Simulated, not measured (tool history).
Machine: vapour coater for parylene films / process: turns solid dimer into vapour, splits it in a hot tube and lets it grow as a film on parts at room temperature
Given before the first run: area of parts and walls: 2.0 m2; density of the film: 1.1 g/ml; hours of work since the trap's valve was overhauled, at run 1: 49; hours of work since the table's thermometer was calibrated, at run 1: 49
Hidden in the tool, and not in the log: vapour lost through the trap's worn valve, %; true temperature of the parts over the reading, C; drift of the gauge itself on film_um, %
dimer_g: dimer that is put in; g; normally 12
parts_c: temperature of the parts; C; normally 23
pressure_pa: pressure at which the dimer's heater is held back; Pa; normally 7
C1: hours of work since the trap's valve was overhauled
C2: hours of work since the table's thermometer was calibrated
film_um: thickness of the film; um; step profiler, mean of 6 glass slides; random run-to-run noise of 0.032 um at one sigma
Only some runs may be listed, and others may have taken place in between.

run 1 hour=0 | dimer_g=12 parts_c=23 pressure_pa=7 | C1=49 C2=49 | film_um=3.07
run 2 hour=67.2 | dimer_g=12 parts_c=23 pressure_pa=7 | C1=103 C2=103 | film_um=3
run 3 hour=106.7 | dimer_g=12 parts_c=23 pressure_pa=7 | C1=134 C2=134 | film_um=2.94
run 4 hour=179.4 | dimer_g=12 parts_c=23 pressure_pa=7 | C1=192 C2=192 | film_um=2.92
run 5 hour=242 | dimer_g=12 parts_c=23 pressure_pa=7 | C1=242 C2=242 | film_um=2.87
run 6 hour=274 | dimer_g=12 parts_c=24 pressure_pa=7 | C1=267 C2=267 | film_um=2.8
-- hour=345.2 trap's valve overhauled
run 7 hour=355.7 | dimer_g=12 parts_c=24 pressure_pa=2.22 | C1=8 C2=329 | film_um=3.29
run 8 hour=424 | dimer_g=12 parts_c=24 pressure_pa=2.22 | C1=63 C2=384 | film_um=3.24
run 9 hour=480.3 | dimer_g=6 parts_c=24 pressure_pa=3.43 | C1=108 C2=428 | film_um=1.54
run 10 hour=534.6 | dimer_g=7 parts_c=23 pressure_pa=3.38 | C1=151 C2=472 | film_um=1.84
run 11 hour=576.9 | dimer_g=21 parts_c=23 pressure_pa=6.32 | C1=184 C2=505 | film_um=5.1
run 12 hour=645.8 | dimer_g=12 parts_c=23 pressure_pa=7 | C1=239 C2=560 | film_um=2.87
run 13 hour=694.2 | dimer_g=12 parts_c=23 pressure_pa=7 | C1=278 C2=599 | film_um=2.84
run 14 hour=744.5 | dimer_g=12 parts_c=23 pressure_pa=7 | C1=318 C2=639 | film_um=2.72
-- hour=755.9 trap's valve overhauled
run 15 hour=819.9 | dimer_g=12 parts_c=23 pressure_pa=7 | C1=51 C2=695 | film_um=3.01
run 16 hour=898 | dimer_g=21 parts_c=29 pressure_pa=7.52 | C1=113 C2=758 | film_um=4.45

What if the next run were any one of these 4? Each begins from the tool's condition after run 16:
run A hour=971.2 | dimer_g=12 parts_c=23 pressure_pa=7.08 | C1=171 C2=816 | film_um=?
run B hour=971.2 | dimer_g=21 parts_c=18 pressure_pa=6 | C1=171 C2=816 | film_um=?
run C hour=971.2 | dimer_g=7 parts_c=23 pressure_pa=10.69 | C1=171 C2=816 | film_um=?
run D hour=971.2 | dimer_g=9 parts_c=21 pressure_pa=2.58 | C1=171 C2=816 | film_um=?

run=A film_um=2.88
run=B film_um=5.94
run=C film_um=1.65
run=D film_um=2.5
Without the tool's hidden state the same runs would have given:
run=A film_um=3.12
run=B film_um=6.43
run=C film_um=1.79
run=D film_um=2.71
